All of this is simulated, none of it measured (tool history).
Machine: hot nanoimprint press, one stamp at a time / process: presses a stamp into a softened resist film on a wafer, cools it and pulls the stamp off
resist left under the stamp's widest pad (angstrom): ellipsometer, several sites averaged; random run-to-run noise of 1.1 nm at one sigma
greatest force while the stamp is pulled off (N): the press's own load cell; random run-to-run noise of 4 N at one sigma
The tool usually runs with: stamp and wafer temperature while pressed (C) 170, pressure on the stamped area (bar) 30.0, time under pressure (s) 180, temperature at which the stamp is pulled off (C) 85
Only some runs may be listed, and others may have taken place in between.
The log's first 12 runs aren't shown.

run     day  stamp and wafer temperature while pressed (C)  pressure on the stamped area (bar)  time under pressure (s)  temperature at which the stamp is pulled off (C)  resist left under the stamp's widest pad (angstrom)  greatest force while the stamp is pulled off (N)
 13  10.950                                            170                                19.4                      180                                                85                                                 3322                                               241
     12.175  -- stamp cleaned and given a new release coat
     12.579  -- plate thermocouple calibrated
 14  12.579                                            170                                19.4                      180                                                85                                                 3371                                               192
 15  13.967                                            170                                19.4                      180                                                85                                                 3357                                               203
 16  14.792                                            170                                19.4                      180                                                85                                                 3360                                               202
 17  15.504                                            170                                19.4                      180                                                85                                                 3341                                               207
 18  16.604                                            159                                30.0                      326                                                85                                                 3497                                               216
 19  17.854                                            170                                30.0                      170                                                80                                                 2955                                               268
 20  19.158                                            170                                36.8                      144                                                79                                                 2900                                               295
 21  20.229                                            170                                30.0                      257                                                92                                                 2552                                               188
 22  20.938                                            168                                34.5                      124                                                92                                                 3288                                               195
 23  22.004                                            168                                34.5                      124                                                91                                                 3282                                               206
     22.983  -- stamp cleaned and given a new release coat
 24  23.467                                            168                                34.5                      124                                                91                                                 3286                                               154
 25  24.779                                            172                                20.1                      124                                                91                                                 3436                                               163
 26  26.079                                            166                                20.1                      181                                                91                                                 3646                                               168
 27  27.175                                            166                                20.1                      103                                                82                                                 4063                                               230
 28  28.162                                            166                                20.1                      103                                                82                                                 4062                                               242
 29  28.958                                            166                                20.1                      103                                                82                                                 4030                                               228
 30  29.721                                            166                                42.0                      103                                                82                                                 3433                                               237

What if the next run were any one of these 3? Each begins from the tool's condition after run 30:
  A  31.021                                            164                                42.0                      103                                                78                                                    ?                                                 ?
  B  31.021                                            166                                29.9                      103                                                82                                                    ?                                                 ?
  C  31.021                                            170                                25.8                      141                                                85                                                    ?                                                 ?

run  resist left under the stamp's widest pad (angstrom)  greatest force while the stamp is pulled off (N)
  A                                                 3628                                               274
  B                                                 3711                                               250
  C                                                 3233                                               237
What these runs would have given with no unlogged condition in the tool:
run  resist left under the stamp's widest pad (angstrom)  greatest force while the stamp is pulled off (N)
  A                                                 3691                                               228
  B                                                 3778                                               208
  C                                                 3308                                               199
